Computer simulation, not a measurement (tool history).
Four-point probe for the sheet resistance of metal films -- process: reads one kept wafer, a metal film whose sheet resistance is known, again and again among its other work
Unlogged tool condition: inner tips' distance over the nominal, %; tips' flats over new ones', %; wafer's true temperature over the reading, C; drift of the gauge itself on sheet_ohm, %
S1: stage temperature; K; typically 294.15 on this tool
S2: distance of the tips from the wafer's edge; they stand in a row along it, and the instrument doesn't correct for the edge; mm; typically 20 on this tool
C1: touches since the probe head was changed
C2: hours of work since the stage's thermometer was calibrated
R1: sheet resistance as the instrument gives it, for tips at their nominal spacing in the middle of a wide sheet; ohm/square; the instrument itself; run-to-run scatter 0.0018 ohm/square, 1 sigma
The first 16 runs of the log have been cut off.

At hour 715.6: stage's thermometer calibrated.
Run 17, hour 726.8: usual settings but S2 7 mm; C1 134961; C2 8. Result: R1 9.175742 ohm/square.
Run 18, hour 774.0: usual settings but S2 7 mm; C1 137401; C2 39. Result: R1 9.170521 ohm/square.
Run 19, hour 820.2: usual settings but S2 7 mm; C1 139792; C2 70. Result: R1 9.171339 ohm/square.
Run 20, hour 852.7: usual settings but S2 7 mm; C1 141473; C2 92. Result: R1 9.171436 ohm/square.
At hour 860.5: stage's thermometer calibrated, once more.
Run 21, hour 881.2: usual settings but S2 7 mm; C1 142924; C2 14. Result: R1 9.189699 ohm/square.
Run 22, hour 937.7: usual settings but S2 14 mm; C1 145849; C2 52. Result: R1 9.073901 ohm/square.
Run 23, hour 992.2: usual settings but S2 14 mm; C1 148670; C2 89. Result: R1 9.069057 ohm/square.
Run 24, hour 1037.7: usual settings but S1 292.15 K, S2 3 mm; C1 151022; C2 119. Result: R1 9.847973 ohm/square.
Run 25, hour 1081.3: usual settings but S1 295.15 K, S2 56 mm; C1 153277; C2 148. Result: R1 9.015124 ohm/square.
Run 26, hour 1124.6: usual settings but S1 299.15 K; C1 155521; C2 178. Result: R1 8.985532 ohm/square.
Run 27, hour 1151.2: usual settings but S2 3 mm; C1 156896; C2 195. Result: R1 9.817356 ohm/square.
Run 28, hour 1199.8: usual settings but S1 297.15 K, S2 22 mm; C1 159408; C2 228. Result: R1 9.005086 ohm/square.
Run 29, hour 1238.4: usual settings but S1 297.15 K, S2 22 mm; C1 161411; C2 254. Result: R1 9.005434 ohm/square.
Run 30, hour 1265.1: usual settings but S1 297.15 K, S2 22 mm; C1 162788; C2 272. Result: R1 9.002097 ohm/square.
Run 31, hour 1306.3: usual settings but S1 296.15 K, S2 40 mm; C1 164924; C2 300. Result: R1 9.002693 ohm/square.
Run 32, hour 1363.7: usual settings but S2 24 mm; C1 167889; C2 338. Result: R1 9.037301 ohm/square.

Run 33, settings as shown, results not yet in. Your forecast:
Run 33, hour 1390.8: usual settings but S2 8 mm; C1 169296; C2 357. Result: R1 ?.

R1: 9.143499 ohm/square
Minus the tool's unlogged condition, the same run would have read R1 9.184934 ohm/square.

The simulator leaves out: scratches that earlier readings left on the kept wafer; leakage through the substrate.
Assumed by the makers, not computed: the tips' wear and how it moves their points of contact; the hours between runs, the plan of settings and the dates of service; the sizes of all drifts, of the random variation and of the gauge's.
